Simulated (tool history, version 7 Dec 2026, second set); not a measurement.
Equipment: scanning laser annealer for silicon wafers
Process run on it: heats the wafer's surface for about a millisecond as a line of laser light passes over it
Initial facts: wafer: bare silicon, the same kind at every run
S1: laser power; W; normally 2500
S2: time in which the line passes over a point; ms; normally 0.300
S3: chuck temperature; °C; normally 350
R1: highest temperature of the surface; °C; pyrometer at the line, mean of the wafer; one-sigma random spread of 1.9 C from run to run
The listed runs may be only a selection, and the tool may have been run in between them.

Run 1, hour 0.0: usual settings. Result: R1 1085 °C.
At hour 24.4: window over the wafer cleaned.
Run 2, hour 26.1: usual settings but S3 382 °C. Result: R1 1129 °C.
Run 3, hour 52.7: usual settings. Result: R1 1098 °C.
Run 4, hour 78.6: usual settings but S1 2401 W. Result: R1 1068 °C.
Run 5, hour 93.6: usual settings. Result: R1 1097 °C.
Run 6, hour 109.6: usual settings but S2 0.284 ms. Result: R1 1079 °C.
Run 7, hour 133.4: usual settings but S2 0.284 ms. Result: R1 1077 °C.
Run 8, hour 161.7: usual settings but S3 333 °C. Result: R1 1081 °C.
Run 9, hour 181.4: usual settings but S2 0.210 ms. Result: R1 972 °C.
Run 10, hour 199.8: usual settings but S2 0.210 ms, S3 317 °C. Result: R1 940 °C.
Run 11, hour 225.6: usual settings but S2 0.210 ms, S3 317 °C. Result: R1 939 °C.
Run 12, hour 240.2: usual settings but S1 2524 W. Result: R1 1104 °C.
Run 13, hour 264.9: usual settings but S1 2524 W. Result: R1 1104 °C.
Run 14, hour 287.8: usual settings but S1 2524 W. Result: R1 1103 °C.
Run 15, hour 314.1: usual settings but S3 375 °C. Result: R1 1119 °C.
Run 16, hour 341.5: usual settings but S1 2296 W, S2 0.335 ms. Result: R1 1072 °C.
Run 17, hour 358.9: usual settings but S1 2375 W, S3 373 °C. Result: R1 1082 °C.
Run 18, hour 376.4: usual settings but S1 2669 W, S2 0.234 ms, S3 319 °C. Result: R1 1020 °C.
Run 19, hour 389.8: usual settings but S1 2669 W, S2 0.234 ms, S3 319 °C. Result: R1 1020 °C.
Run 20, hour 411.2: usual settings but S1 2405 W, S2 0.318 ms, S3 319 °C. Result: R1 1057 °C.
Run 21, hour 431.0: usual settings but S1 2629 W, S2 0.325 ms. Result: R1 1165 °C.
Run 22, hour 456.4: usual settings but S1 2574 W, S2 0.295 ms, S3 367 °C. Result: R1 1128 °C.
Run 23, hour 477.1: usual settings but S1 2574 W, S2 0.295 ms, S3 367 °C. Result: R1 1128 °C.
Run 24, hour 505.4: usual settings but S1 2574 W, S2 0.329 ms, S3 365 °C. Result: R1 1170 °C.
Run 25, hour 533.3: usual settings but S1 2333 W. Result: R1 1041 °C.
Run 26, hour 560.9: usual settings but S1 2333 W. Result: R1 1043 °C.
Run 27, hour 581.9: usual settings but S1 2648 W, S2 0.325 ms, S3 382 °C. Result: R1 1201 °C.
Run 28, hour 605.5: usual settings but S1 2648 W, S2 0.325 ms, S3 382 °C. Result: R1 1201 °C.
Run 29, hour 625.6: usual settings but S1 2648 W, S2 0.325 ms, S3 382 °C. Result: R1 1201 °C.

Predict each of these 3 candidate next runs independently; none follows another, all start after run 29:
Run A, hour 647.3: usual settings but S1 2648 W, S2 0.356 ms, S3 382 °C. Result: R1 ?.
Run B, hour 647.3: usual settings but S2 0.282 ms. Result: R1 ?.
Run C, hour 647.3: usual settings but S1 2648 W, S2 0.235 ms, S3 382 °C. Result: R1 ?.

run    R1
  A  1244
  B  1071
  C  1079
Without the tool's hidden state the same runs would have given:
run    R1
  A  1254
  B  1079
  C  1087
